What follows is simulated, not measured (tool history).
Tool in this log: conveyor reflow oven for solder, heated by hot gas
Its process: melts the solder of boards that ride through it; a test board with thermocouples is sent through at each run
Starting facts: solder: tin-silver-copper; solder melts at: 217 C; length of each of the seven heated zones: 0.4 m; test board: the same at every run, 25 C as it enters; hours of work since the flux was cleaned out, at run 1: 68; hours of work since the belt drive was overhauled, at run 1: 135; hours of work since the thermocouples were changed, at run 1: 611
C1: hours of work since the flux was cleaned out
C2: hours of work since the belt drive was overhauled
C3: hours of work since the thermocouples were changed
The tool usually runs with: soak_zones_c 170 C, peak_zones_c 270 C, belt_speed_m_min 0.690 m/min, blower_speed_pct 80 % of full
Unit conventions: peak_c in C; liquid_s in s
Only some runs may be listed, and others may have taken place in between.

Run 1, hour 0.0: usual settings; C1 68; C2 135; C3 611. Result: peak_c 256.7 C, liquid_s 54.3 s.
Run 2, hour 28.4: usual settings; C1 90; C2 157; C3 632. Result: peak_c 257.1 C, liquid_s 54.1 s.
Run 3, hour 48.2: usual settings; C1 105; C2 172; C3 648. Result: peak_c 257.4 C, liquid_s 54.3 s.
Run 4, hour 77.4: usual settings; C1 127; C2 194; C3 670. Result: peak_c 255.9 C, liquid_s 53.8 s.
Run 5, hour 104.6: usual settings; C1 148; C2 215; C3 691. Result: peak_c 256.9 C, liquid_s 54.2 s.
Run 6, hour 119.7: usual settings but peak_zones_c 283 C; C1 159; C2 226; C3 702. Result: peak_c 267.9 C, liquid_s 59.2 s.
Run 7, hour 141.9: usual settings but peak_zones_c 283 C; C1 176; C2 243; C3 719. Result: peak_c 267.2 C, liquid_s 59.5 s.
Run 8, hour 161.5: usual settings; C1 191; C2 258; C3 734. Result: peak_c 256.4 C, liquid_s 53.8 s.
Run 9, hour 180.7: usual settings; C1 206; C2 273; C3 749. Result: peak_c 255.8 C, liquid_s 53.8 s.
Run 10, hour 202.3: usual settings; C1 223; C2 290; C3 765. Result: peak_c 255.6 C, liquid_s 53.1 s.
Run 11, hour 218.5: usual settings; C1 235; C2 302; C3 778. Result: peak_c 255.9 C, liquid_s 53.8 s.
Run 12, hour 241.9: usual settings; C1 253; C2 320; C3 796. Result: peak_c 255.9 C, liquid_s 53.5 s.
Run 13, hour 270.9: usual settings; C1 275; C2 342; C3 818. Result: peak_c 256.2 C, liquid_s 53.2 s.
Run 14, hour 305.4: usual settings but soak_zones_c 166 C, belt_speed_m_min 0.672 m/min; C1 301; C2 368; C3 844. Result: peak_c 256.7 C, liquid_s 54.5 s.
Run 15, hour 327.8: usual settings but soak_zones_c 166 C, peak_zones_c 275 C, belt_speed_m_min 0.586 m/min, blower_speed_pct 73 % of full; C1 319; C2 386; C3 861. Result: peak_c 262.9 C, liquid_s 66.8 s.
Run 16, hour 344.2: usual settings but soak_zones_c 174 C, peak_zones_c 275 C, belt_speed_m_min 0.586 m/min, blower_speed_pct 84 % of full; C1 331; C2 398; C3 874. Result: peak_c 265.6 C, liquid_s 70.8 s.
Run 17, hour 372.2: usual settings but soak_zones_c 178 C, peak_zones_c 266 C, belt_speed_m_min 0.794 m/min, blower_speed_pct 67 % of full; C1 353; C2 420; C3 895. Result: peak_c 245.8 C, liquid_s 40.9 s.
Run 18, hour 389.7: usual settings but soak_zones_c 178 C, peak_zones_c 265 C, belt_speed_m_min 0.790 m/min, blower_speed_pct 67 % of full; C1 366; C2 433; C3 909. Result: peak_c 244.1 C, liquid_s 40.8 s.
Run 19, hour 410.0: usual settings but peak_zones_c 263 C, blower_speed_pct 57 % of full; C1 381; C2 448; C3 924. Result: peak_c 243.7 C, liquid_s 42.7 s.
At hour 423.3: flux residue cleaned out of gas plates and filters.
Run 20, hour 430.9: usual settings but soak_zones_c 163 C, peak_zones_c 280 C, belt_speed_m_min 0.680 m/min, blower_speed_pct 66 % of full; C1 6; C2 461; C3 936. Result: peak_c 263.1 C, liquid_s 56.2 s.
Run 21, hour 458.7: usual settings but soak_zones_c 163 C, peak_zones_c 280 C, belt_speed_m_min 0.680 m/min, blower_speed_pct 66 % of full; C1 27; C2 482; C3 958. Result: peak_c 262.5 C, liquid_s 55.9 s.
Run 22, hour 478.3: usual settings but soak_zones_c 161 C, peak_zones_c 262 C, belt_speed_m_min 0.731 m/min; C1 42; C2 497; C3 973. Result: peak_c 247.0 C, liquid_s 43.0 s.
Run 23, hour 502.1: usual settings but peak_zones_c 283 C, blower_speed_pct 79 % of full; C1 60; C2 515; C3 991. Result: peak_c 269.1 C, liquid_s 60.4 s.
Run 24, hour 533.7: usual settings but belt_speed_m_min 0.650 m/min, blower_speed_pct 66 % of full; C1 84; C2 539; C3 1015. Result: peak_c 256.0 C, liquid_s 57.4 s.
Run 25, hour 562.6: usual settings but soak_zones_c 176 C, belt_speed_m_min 0.787 m/min, blower_speed_pct 66 % of full; C1 107; C2 561; C3 1037. Result: peak_c 250.8 C, liquid_s 45.1 s.

What if the next run were any one of these 5? Each begins from the tool's condition after run 25:
Run A, hour 594.6: usual settings but soak_zones_c 176 C, belt_speed_m_min 0.605 m/min, blower_speed_pct 66 % of full; C1 131; C2 586; C3 1062. Result: peak_c ?, liquid_s ?.
Run B, hour 594.6: usual settings but belt_speed_m_min 0.805 m/min, blower_speed_pct 88 % of full; C1 131; C2 586; C3 1062. Result: peak_c ?, liquid_s ?.
Run C, hour 594.6: usual settings but soak_zones_c 167 C, blower_speed_pct 59 % of full; C1 131; C2 586; C3 1062. Result: peak_c ?, liquid_s ?.
Run D, hour 594.6: usual settings but soak_zones_c 177 C, belt_speed_m_min 0.573 m/min; C1 131; C2 586; C3 1062. Result: peak_c ?, liquid_s ?.
Run E, hour 594.6: usual settings but soak_zones_c 176 C, peak_zones_c 284 C, belt_speed_m_min 0.710 m/min, blower_speed_pct 81 % of full; C1 131; C2 586; C3 1062. Result: peak_c ?, liquid_s ?.

run  peak_c  liquid_s
  A   258.6      66.4
  B   253.9      44.3
  C   252.0      49.1
  D   262.5      73.3
  E   269.8      60.9
What these runs would have given with no unlogged condition in the tool:
run  peak_c  liquid_s
  A   257.9      65.4
  B   253.7      43.9
  C   251.5      48.3
  D   261.7      72.2
  E   269.4      60.1
